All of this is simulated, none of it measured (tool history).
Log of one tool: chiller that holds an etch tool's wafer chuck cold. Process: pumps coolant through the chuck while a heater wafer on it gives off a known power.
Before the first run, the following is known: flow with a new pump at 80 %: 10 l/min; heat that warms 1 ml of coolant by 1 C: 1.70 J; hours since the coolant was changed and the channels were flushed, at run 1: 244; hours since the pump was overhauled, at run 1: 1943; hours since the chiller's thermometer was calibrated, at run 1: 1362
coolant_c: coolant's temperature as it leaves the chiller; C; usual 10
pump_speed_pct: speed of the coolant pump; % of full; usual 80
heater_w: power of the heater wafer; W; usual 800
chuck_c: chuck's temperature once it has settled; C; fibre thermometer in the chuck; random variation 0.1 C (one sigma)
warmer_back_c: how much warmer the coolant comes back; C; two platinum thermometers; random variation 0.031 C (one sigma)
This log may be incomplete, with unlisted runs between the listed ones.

run    hour  coolant_c  pump_speed_pct  heater_w  hours since the coolant was changed and the channels were flushed  hours since the pump was overhauled  hours since the chiller's thermometer was calibrated  chuck_c  warmer_back_c
  1       0         10              80       800                                                                244                                 1943                                                  1362     17.6           2.98
  2    74.1          7              80       800                                                                318                                 2018                                                  1436     14.6           2.97
  3   148.1          7              80       800                                                                392                                 2092                                                  1510     14.6           2.95
  4   213.2          7              80       800                                                                457                                 2157                                                  1575     14.7           2.95
  5   263.7          7              80       800                                                                507                                 2207                                                  1625     14.6           2.99
  6     349          7              80       632                                                                593                                 2292                                                  1711     13.2           2.28
  7   394.6          7              80       632                                                                638                                 2338                                                  1756     13.1            2.4
  8   442.4          7              93       632                                                                686                                 2386                                                  1804     12.6           1.98
  9   492.7          7              93       632                                                                736                                 2436                                                  1854     12.7           1.94
 10   556.8          7              93       632                                                                800                                 2500                                                  1919     12.6           1.98
 11   606.3         10              80       800                                                                850                                 2550                                                  1968     17.8           3.04
 12   664.5         10              80       800                                                                908                                 2608                                                  2026     17.7           2.97
 13   706.5         10              80       800                                                                950                                 2650                                                  2068     17.9           2.98
 14   786.1         10              80       800                                                               1030                                 2730                                                  2148     17.8           3.04
 15     873         10              80       800                                                               1117                                 2816                                                  2235     17.7           3.05
 16   909.9         10              80       800                                                               1154                                 2853                                                  2272       18              3
 17   973.2         10              80       800                                                               1217                                 2917                                                  2335     17.9           3.03
 18  1022.3         19              97       423                                                               1266                                 2966                                                  2384       23           1.26
 19    1094         16              71       903                                                               1338                                 3037                                                  2456     25.6           3.92
 20  1137.6          1              93      1086                                                               1381                                 3081                                                  2499     10.8           3.43
 21    1223         10              80       800                                                               1467                                 3166                                                  2585     18.1           3.03
 22  1304.3         20              80      1053                                                               1548                                 3248                                                  2666     30.5           4.06
 23  1351.2         20              80      1053                                                               1595                                 3295                                                  2713     30.4           3.99
 24    1409         20              80      1053                                                               1653                                 3352                                                  2771     30.6           4.02
 25  1447.1          2              93       414                                                               1691                                 3391                                                  2809        6           1.37
 26  1527.6         20              61       775                                                               1771                                 3471                                                  2889     29.4           4.06
 27  1610.9         13              83       754                                                               1855                                 3554                                                  2973     20.3           2.78
 28  1692.1         10              86       510                                                               1936                                 3636                                                  3054       15           1.79
 29    1774         10              86       510                                                               2018                                 3717                                                  3136     15.2           1.83
 30    1836         10              86       510                                                               2080                                 3779                                                  3198     15.3           1.75
 31  1898.5         10              86       510                                                               2142                                 3842                                                  3260     15.1           1.82
 32  1977.1          7              66       572                                                               2221                                 3921                                                  3339     13.8           2.74
 33  2047.7          5              93       800                                                               2291                                 3991                                                  3409     12.6            2.6

Alternative continuations, all from the tool just after run 33; predict every row:
  A  2107.7          7              72       913                                                               2351                                 4051                                                  3469        ?              ?
  B  2107.7         18              63       758                                                               2351                                 4051                                                  3469        ?              ?
  C  2107.7         18              86       800                                                               2351                                 4051                                                  3469        ?              ?

run  chuck_c  warmer_back_c
  A     17.3           3.95
  B     27.1           3.84
  C       26           2.86
Take away the tool's hidden state, keep each run's random variation, and the runs would have read:
run  chuck_c  warmer_back_c
  A       16           3.62
  B     25.9           3.52
  C     24.9           2.62

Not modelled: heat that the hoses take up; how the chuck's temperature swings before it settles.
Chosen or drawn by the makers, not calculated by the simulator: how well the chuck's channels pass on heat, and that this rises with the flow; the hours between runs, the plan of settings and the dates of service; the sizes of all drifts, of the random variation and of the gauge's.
